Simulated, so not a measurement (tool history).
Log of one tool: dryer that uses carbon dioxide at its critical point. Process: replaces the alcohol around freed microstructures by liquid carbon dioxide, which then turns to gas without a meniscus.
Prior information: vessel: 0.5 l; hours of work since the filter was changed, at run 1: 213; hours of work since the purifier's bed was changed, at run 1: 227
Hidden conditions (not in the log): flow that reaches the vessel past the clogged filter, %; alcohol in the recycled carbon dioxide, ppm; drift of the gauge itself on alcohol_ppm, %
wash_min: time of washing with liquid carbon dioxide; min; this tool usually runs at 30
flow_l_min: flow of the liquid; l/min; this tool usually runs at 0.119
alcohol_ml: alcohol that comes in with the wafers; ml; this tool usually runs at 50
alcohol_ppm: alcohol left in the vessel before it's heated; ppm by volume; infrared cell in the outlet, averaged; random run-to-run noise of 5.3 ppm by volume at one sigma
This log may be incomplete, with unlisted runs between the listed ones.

| run | hour | wash_min | flow_l_min | alcohol_ml | hours of work since the filter was changed | hours of work since the purifier's bed was changed | alcohol_ppm |
|---|---|---|---|---|---|---|---|
| 1 | 0.0 | 30 | 0.119 | 50 | 213 | 227 | 216 |
| 2 | 12.5 | 30 | 0.119 | 74 | 220 | 234 | 301 |
| 3 | 19.3 | 30 | 0.119 | 74 | 224 | 238 | 289 |
| 4 | 28.9 | 30 | 0.119 | 74 | 229 | 243 | 297 |
| 5 | 36.0 | 30 | 0.080 | 50 | 233 | 247 | 1372 |
| 6 | 49.3 | 27 | 0.119 | 50 | 240 | 255 | 387 |
| 7 | 56.4 | 27 | 0.119 | 50 | 244 | 259 | 386 |
| 8 | 67.5 | 27 | 0.119 | 50 | 251 | 265 | 377 |
| 9 | 73.4 | 20 | 0.197 | 46 | 254 | 268 | 151 |
| 10 | 82.5 | 29 | 0.100 | 99 | 259 | 273 | 1171 |
| 11 | 92.3 | 29 | 0.099 | 45 | 264 | 279 | 613 |

For run 12, what comes out?
| 12 | 100.9 | 29 | 0.099 | 45 | 269 | 283 | ? |

{"run 12": {"alcohol_ppm": 616}}
Take away the tool's hidden state, keep the run-to-run variation as it was, and the same run would have given alcohol_ppm 367 ppm by volume.
